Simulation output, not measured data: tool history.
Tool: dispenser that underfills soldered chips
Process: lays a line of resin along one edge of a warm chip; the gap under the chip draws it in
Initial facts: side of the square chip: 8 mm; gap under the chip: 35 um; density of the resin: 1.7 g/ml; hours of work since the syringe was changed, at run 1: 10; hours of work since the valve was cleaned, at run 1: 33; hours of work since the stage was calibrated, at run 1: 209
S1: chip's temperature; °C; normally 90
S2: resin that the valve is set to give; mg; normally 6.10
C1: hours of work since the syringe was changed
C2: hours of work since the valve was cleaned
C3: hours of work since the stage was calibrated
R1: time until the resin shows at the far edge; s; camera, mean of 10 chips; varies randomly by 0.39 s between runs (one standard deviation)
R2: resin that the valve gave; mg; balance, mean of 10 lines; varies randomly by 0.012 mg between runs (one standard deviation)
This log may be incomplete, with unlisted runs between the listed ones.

run	hour	S1	S2	C1	C2	C3	R1	R2
1	0.0	90	6.10	10	33	209	37.8	5.88
# hour 3.4: new syringe of resin
2	8.1	90	7.59	3	39	215	28.8	7.31
# hour 12.3: dispensing valve cleaned and set on the balance
3	14.2	89	6.10	7	1	218	33.5	6.09
# hour 21.7: new syringe of resin
4	22.4	90	6.10	0	7	224	26.5	6.06
5	28.7	90	7.30	5	11	228	29.9	7.23
6	35.9	90	7.30	10	16	233	36.9	7.18
# hour 39.2: new syringe of resin
7	44.2	90	7.30	3	22	238	28.8	7.17
8	52.4	90	7.30	9	27	244	36.6	7.14
# hour 57.0: new syringe of resin
9	57.1	88	7.30	0	30	247	26.4	7.11
10	63.1	90	7.68	4	35	251	28.8	7.46
11	70.9	90	7.68	10	40	257	36.4	7.42
# hour 73.1: dispensing valve cleaned and set on the balance
# hour 75.6: new syringe of resin
12	76.0	90	6.48	0	2	259	26.3	6.47
13	81.6	90	6.48	4	6	263	29.8	6.42
14	85.9	90	6.48	7	9	266	33.0	6.41
15	91.4	90	6.48	11	12	270	39.4	6.37
# hour 92.8: new syringe of resin
16	96.7	78	6.10	3	16	274	44.5	6.01
17	104.6	78	6.10	8	21	279	53.6	5.97
# hour 110.7: new syringe of resin
18	110.7	78	6.10	0	25	283	38.4	5.98
19	119.4	94	5.79	6	32	289	28.6	5.63
20	123.7	94	5.79	9	35	292	32.1	5.62
# hour 128.0: new syringe of resin
21	129.3	94	6.50	1	38	296	23.2	6.27
# hour 134.1: dispensing valve cleaned and set on the balance
22	137.4	92	6.74	6	2	301	30.5	6.75
23	143.7	103	5.64	10	7	305	25.3	5.62
# hour 146.8: new syringe of resin
24	148.0	79	6.32	1	9	308	38.4	6.29
25	156.5	83	5.91	7	15	314	42.6	5.82
26	161.2	85	7.52	10	19	317	44.6	7.40
# hour 164.4: new syringe of resin
27	166.8	82	5.68	2	22	321	38.2	5.56
28	172.2	81	7.51	5	26	325	43.1	7.33
29	177.4	77	6.74	9	30	328	57.4	6.57
# hour 182.3: new syringe of resin
30	183.8	83	6.10	1	34	332	33.3	5.93
31	189.2	89	7.06	5	38	336	31.5	6.83
# hour 195.4: dispensing valve cleaned and set on the balance
32	195.7	89	7.06	9	0	340	37.0	7.08
# hour 200.6: new syringe of resin
33	200.6	89	7.06	0	3	343	26.5	7.04
34	207.2	87	6.56	5	8	348	33.7	6.52
35	215.4	87	6.56	10	14	353	42.1	6.47

For each run, the measured value with the value that run would have given without the tool's hidden condition subtracted. The run-to-run variation is shared by both, the gauge scatter possibly not:
The tool's hidden condition here consists of: resin's viscosity, % of fresh resin's; dose that the valve gives, % of what is set; true chip temperature over the reading, C; drift of the gauge itself on fill_s, %; drift of the gauge itself on given_mg, %.
run	R1	R2
1	+13.0	-0.21
2	+4.1	-0.29
3	+8.7	-0.01
4	+1.0	-0.04
5	+5.7	-0.07
6	+12.3	-0.11
7	+4.5	-0.14
8	+11.9	-0.17
9	+0.5	-0.19
10	+4.6	-0.23
11	+11.9	-0.27
12	+1.0	-0.03
13	+5.2	-0.05
14	+8.7	-0.06
15	+14.4	-0.09
16	+6.4	-0.10
17	+16.7	-0.13
18	+1.1	-0.15
19	+6.6	-0.17
20	+10.1	-0.19
21	+1.6	-0.23
22	+6.8	-0.01
23	+8.9	-0.03
24	+3.2	-0.05
25	+11.6	-0.08
26	+16.0	-0.12
27	+4.3	-0.11
28	+10.0	-0.18
29	+19.2	-0.18
30	+2.7	-0.19
31	+6.4	-0.23
32	+11.6	-0.01
33	+1.2	-0.02
34	+6.8	-0.05
35	+15.2	-0.08
